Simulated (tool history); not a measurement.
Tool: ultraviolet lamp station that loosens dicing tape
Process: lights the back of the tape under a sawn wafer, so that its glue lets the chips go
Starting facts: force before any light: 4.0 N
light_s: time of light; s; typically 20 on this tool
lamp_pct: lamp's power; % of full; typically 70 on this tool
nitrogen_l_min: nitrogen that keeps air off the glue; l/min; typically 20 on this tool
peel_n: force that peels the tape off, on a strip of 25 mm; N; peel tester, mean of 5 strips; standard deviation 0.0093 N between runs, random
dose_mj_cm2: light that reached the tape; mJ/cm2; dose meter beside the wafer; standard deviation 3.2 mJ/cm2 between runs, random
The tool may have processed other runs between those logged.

| run | hour | light_s | lamp_pct | nitrogen_l_min | peel_n | dose_mj_cm2 |
|---|---|---|---|---|---|---|
| 1 | 0.0 | 20 | 70 | 20 | 0.442 | 454 |
| 2 | 6.0 | 20 | 70 | 20 | 0.468 | 456 |
| 3 | 11.8 | 26 | 70 | 20 | 0.288 | 595 |
| 4 | 19.2 | 26 | 70 | 20 | 0.300 | 591 |
| 5 | 26.9 | 20 | 70 | 20 | 0.450 | 463 |
| 6 | 33.9 | 20 | 70 | 30 | 0.388 | 457 |
| 7 | 46.0 | 20 | 70 | 30 | 0.399 | 450 |
| 8 | 56.1 | 20 | 70 | 20 | 0.454 | 456 |
| 9 | 66.3 | 20 | 70 | 11 | 0.552 | 450 |
|  | 68.1 | window cleaned of glue's vapour |
| 10 | 74.3 | 20 | 96 | 20 | 0.273 | 606 |
| 11 | 80.4 | 20 | 96 | 20 | 0.280 | 602 |
| 12 | 94.1 | 20 | 70 | 7 | 0.705 | 438 |
| 13 | 102.6 | 20 | 70 | 7 | 0.697 | 440 |
|  | 112.9 | window cleaned of glue's vapour, once more |
| 14 | 115.1 | 20 | 70 | 7 | 0.660 | 469 |
| 15 | 124.6 | 20 | 70 | 7 | 0.628 | 463 |
| 16 | 137.9 | 20 | 70 | 7 | 0.638 | 461 |
| 17 | 149.9 | 10 | 82 | 9 | 1.177 | 273 |
| 18 | 155.8 | 31 | 66 | 15 | 0.257 | 679 |
| 19 | 167.9 | 31 | 66 | 15 | 0.257 | 673 |
| 20 | 179.4 | 26 | 88 | 20 | 0.215 | 766 |
| 21 | 190.8 | 13 | 63 | 18 | 0.997 | 269 |
| 22 | 197.1 | 20 | 86 | 15 | 0.357 | 566 |
| 23 | 209.8 | 38 | 78 | 20 | 0.165 | 973 |
| 24 | 219.3 | 18 | 63 | 7 | 0.877 | 371 |
| 25 | 232.4 | 11 | 61 | 15 | 1.317 | 222 |
| 26 | 239.7 | 11 | 61 | 15 | 1.370 | 220 |
| 27 | 246.6 | 18 | 66 | 20 | 0.582 | 391 |
| 28 | 254.1 | 31 | 88 | 25 | 0.180 | 890 |
| 29 | 264.3 | 20 | 92 | 22 | 0.276 | 599 |
| 30 | 271.9 | 20 | 92 | 22 | 0.271 | 601 |
| 31 | 281.1 | 20 | 92 | 22 | 0.268 | 604 |

Table of differences, measured result less the result of that run with no hidden state. Run-to-run variation is the same in both. Gauge scatter possibly is not:
Unlogged tool condition in this case: lamp's light, % of a new lamp's; light that the window lets through, % of a clean one's; drift of the gauge itself on peel_n, %; drift of the gauge itself on dose_mj_cm2, %.
| run | peel_n | dose_mj_cm2 |
|---|---|---|
| 1 | +0.055 | -37 |
| 2 | +0.057 | -38 |
| 3 | +0.034 | -49 |
| 4 | +0.035 | -50 |
| 5 | +0.059 | -39 |
| 6 | +0.051 | -40 |
| 7 | +0.054 | -40 |
| 8 | +0.061 | -41 |
| 9 | +0.076 | -42 |
| 10 | +0.043 | -73 |
| 11 | +0.043 | -74 |
| 12 | +0.117 | -53 |
| 13 | +0.117 | -54 |
| 14 | +0.058 | -27 |
| 15 | +0.055 | -28 |
| 16 | +0.059 | -29 |
| 17 | +0.082 | -17 |
| 18 | +0.022 | -44 |
| 19 | +0.023 | -45 |
| 20 | +0.014 | -52 |
| 21 | +0.084 | -19 |
| 22 | +0.038 | -40 |
| 23 | +0.006 | -71 |
| 24 | +0.083 | -27 |
| 25 | +0.099 | -17 |
| 26 | +0.104 | -17 |
| 27 | +0.067 | -31 |
| 28 | +0.007 | -70 |
| 29 | +0.030 | -48 |
| 30 | +0.031 | -49 |
| 31 | +0.030 | -50 |
